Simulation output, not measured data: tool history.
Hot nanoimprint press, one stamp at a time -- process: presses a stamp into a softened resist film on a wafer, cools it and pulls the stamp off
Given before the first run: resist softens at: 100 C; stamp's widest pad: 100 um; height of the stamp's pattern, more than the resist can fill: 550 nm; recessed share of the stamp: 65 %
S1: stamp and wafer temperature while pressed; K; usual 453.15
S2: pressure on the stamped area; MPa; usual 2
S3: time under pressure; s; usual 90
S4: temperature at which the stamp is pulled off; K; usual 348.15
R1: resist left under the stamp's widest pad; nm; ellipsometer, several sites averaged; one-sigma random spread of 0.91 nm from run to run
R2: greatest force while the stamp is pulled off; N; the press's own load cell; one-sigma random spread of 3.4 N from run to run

run,day,S1,S2,S3,S4,R1,R2
1,0,453.15,2,90,348.15,134.8,267
2,0.912,453.15,2.11,90,348.15,130.1,270
# day 1.354: stamp cleaned and given a new release coat
3,1.954,453.15,2.11,90,348.15,130.8,242
4,2.662,453.15,2.11,90,348.15,130.3,235
5,3.617,453.15,2.11,90,348.15,128.9,245
6,4.621,453.15,2.11,90,348.15,131.1,243
7,5.171,453.15,2.11,90,348.15,128.9,243
8,5.792,453.15,2.11,90,348.15,128.6,249
9,6.517,453.15,2.11,90,348.15,128.6,250
10,7.633,453.15,1.21,90,348.15,167.3,255
11,8.8,453.15,1.21,90,348.15,167.3,264
12,9.488,453.15,3.07,90,348.15,104.8,257
13,10.258,453.15,3.07,90,348.15,105.3,264
14,10.892,453.15,2,90,348.15,130.6,262
15,11.425,453.15,2,90,348.15,131.7,262
# day 11.617: plate thermocouple calibrated
# day 11.867: stamp cleaned and given a new release coat
16,12.308,448.15,1.83,90,341.15,165.2,250
17,13.3,453.15,1.77,54,336.15,163.7,257
18,13.804,465.15,2.46,167,337.15,58.9,261
19,14.371,465.15,2.46,167,337.15,58.5,261
20,15.088,453.15,2,176,348.15,102.7,239
# day 15.288: plate thermocouple calibrated, once more
21,16.108,444.15,1.89,90,348.15,192.5,248
22,16.954,454.15,1.74,90,346.15,138.5,252
23,18.1,454.15,1.74,90,346.15,137.9,264
24,19.246,464.15,2.63,72,349.15,84.6,263
25,20.292,464.15,2.63,72,349.15,84.7,259
26,21.2,453.15,2.17,173,348.15,103.2,259
27,21.771,453.15,2.17,173,348.15,101.1,259
# day 22.404: stamp cleaned and given a new release coat
28,22.796,453.15,2.17,173,348.15,100.5,236
29,23.462,446.15,2.17,173,344.15,135.9,246

Forecast each of these 4 alternatives for the next run:
A,24.262,446.15,2.17,71,344.15,?,?
B,24.262,457.15,1.33,173,344.15,?,?
C,24.262,446.15,2.17,91,344.15,?,?
D,24.262,444.15,2,90,348.15,?,?

run,R1,R2
A,180,256
B,112.5,247
C,165.8,251
D,187.6,250
Stripped of hidden state, with their random variation kept, the same runs would have yielded:
run,R1,R2
A,180.6,252
B,113.3,244
C,166.4,247
D,188.5,247

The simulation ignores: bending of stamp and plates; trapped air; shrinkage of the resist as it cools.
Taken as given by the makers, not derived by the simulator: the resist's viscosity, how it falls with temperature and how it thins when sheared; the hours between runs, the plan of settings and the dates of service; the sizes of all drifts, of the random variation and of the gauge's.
